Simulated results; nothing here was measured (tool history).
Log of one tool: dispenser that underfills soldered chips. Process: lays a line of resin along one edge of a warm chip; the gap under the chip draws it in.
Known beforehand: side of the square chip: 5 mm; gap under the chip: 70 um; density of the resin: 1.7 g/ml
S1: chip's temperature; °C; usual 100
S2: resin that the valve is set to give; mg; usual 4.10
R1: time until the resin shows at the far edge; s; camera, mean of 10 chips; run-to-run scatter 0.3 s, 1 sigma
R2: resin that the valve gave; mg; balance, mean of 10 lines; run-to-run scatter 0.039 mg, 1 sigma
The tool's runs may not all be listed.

run	hour	S1	S2	R1	R2
1	0.0	100	4.10	6.7	3.76
2	3.7	100	4.10	7.3	3.87
3	6.4	100	4.10	8.9	3.89
4	11.4	100	4.10	5.6	3.81
5	15.8	100	4.10	7.5	3.81
6	19.0	100	4.10	8.4	3.85
7	24.2	101	3.57	6.3	3.34
8	29.3	96	3.77	9.3	3.52
9	33.3	96	3.77	10.3	3.49
10	36.3	96	3.77	6.1	3.55
11	41.3	99	3.96	7.8	3.67
12	43.5	99	3.96	8.2	3.65

Withheld: 3 entries from between the runs. Position of each, and hidden state at the listed run before versus the listed run after:
From run 3 to run 4: new syringe of resin (hour 8.5)
  resin's viscosity, % of fresh resin's: 163.8 -> 112.2; dose that the valve gives, % of what is set: 94.45 -> 94.17; true chip temperature over the reading, C: -0.14 -> -0.15
  difference, measured minus the result without the unlogged condition, R1: +3.5 -> +0.8 s; R2: -0.23 -> -0.24 mg
From run 6 to run 7: new syringe of resin (hour 21.4)
  resin's viscosity, % of fresh resin's: 157.9 -> 114.1; dose that the valve gives, % of what is set: 93.79 -> 93.52; true chip temperature over the reading, C: -0.17 -> -0.18
  difference, measured minus the result without the unlogged condition, R1: +3.3 -> +0.9 s; R2: -0.26 -> -0.23 mg
From run 9 to run 10: new syringe of resin (hour 34.3)
  resin's viscosity, % of fresh resin's: 171.2 -> 109.3; dose that the valve gives, % of what is set: 93.03 -> 92.89
  difference, measured minus the result without the unlogged condition, R1: +4.5 -> +0.8 s; R2: -0.26 -> -0.27 mg
